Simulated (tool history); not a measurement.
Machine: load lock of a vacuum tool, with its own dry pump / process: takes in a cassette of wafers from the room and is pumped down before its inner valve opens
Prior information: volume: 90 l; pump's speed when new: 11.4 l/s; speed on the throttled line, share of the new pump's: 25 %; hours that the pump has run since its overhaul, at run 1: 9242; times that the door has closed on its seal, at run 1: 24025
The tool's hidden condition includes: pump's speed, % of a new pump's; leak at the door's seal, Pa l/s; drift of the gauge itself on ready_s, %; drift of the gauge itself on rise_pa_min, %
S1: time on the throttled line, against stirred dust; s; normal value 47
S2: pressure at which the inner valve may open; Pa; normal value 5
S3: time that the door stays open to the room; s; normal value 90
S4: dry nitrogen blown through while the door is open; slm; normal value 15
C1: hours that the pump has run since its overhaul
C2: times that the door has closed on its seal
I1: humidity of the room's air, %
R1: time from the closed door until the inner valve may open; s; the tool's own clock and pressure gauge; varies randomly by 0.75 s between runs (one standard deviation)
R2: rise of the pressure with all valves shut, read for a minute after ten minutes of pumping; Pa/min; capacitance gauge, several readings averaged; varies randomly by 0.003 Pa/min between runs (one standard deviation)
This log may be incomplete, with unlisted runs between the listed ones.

run	hour	S1	S2	S3	S4	C1	C2	I1	R1	R2
1	0	47	5	90	15	9242	24025	45.7	136.8	0.183
2	129.5	47	5	90	15	9372	24359	40.9	136.9	0.179
3	375.8	47	5	90	15	9618	24995	48.8	136.3	0.186
4	535.7	47	5	90	15	9778	25408	44.6	138.2	0.184
# hour 683.9: dry pump taken out, an overhauled one fitted
5	703.5	47	5	92	15	20	25826	47.9	114.3	0.196
6	922	90	5	92	15	238	26390	44.1	146.3	0.194
7	1065.2	90	5	92	15	381	26759	45.5	145.9	0.198
8	1279.6	90	5	92	15	596	27313	42.1	147	0.197
9	1524.4	47	6	90	13	841	27945	41.6	112.9	0.205
10	1730.2	47	6	90	13	1046	28476	45.9	114	0.212
11	1958.5	69	4	227	14	1275	29065	46.6	133.4	0.243
12	2101.7	49	4	227	14	1418	29435	43.8	120.5	0.241
13	2210.9	49	6	227	14	1527	29717	46.9	116.6	0.242
14	2462.8	30	5	227	27	1779	30367	42.7	104.7	0.23
15	2594.7	28	5	227	5	1911	30708	44.6	104.5	0.27
16	2802.8	45	6	29	37	2119	31245	48.5	114.3	0.217

Alternative continuations, all from the tool just after run 16; predict every row:
A	2983	45	5	44	37	2299	31710	41.6	?	?
B	2983	91	6	205	37	2299	31710	46.3	?	?
C	2983	40	5	90	6	2299	31710	44.7	?	?
D	2983	24	6	29	37	2299	31710	43.9	?	?

run	R1	R2
A	115.9	0.219
B	148	0.242
C	113.2	0.249
D	99.2	0.219
With the hidden condition removed and each run's random variation left untouched, the same runs would have given:
run	R1	R2
A	112	0.022
B	144.9	0.042
C	109.2	0.053
D	95.3	0.02
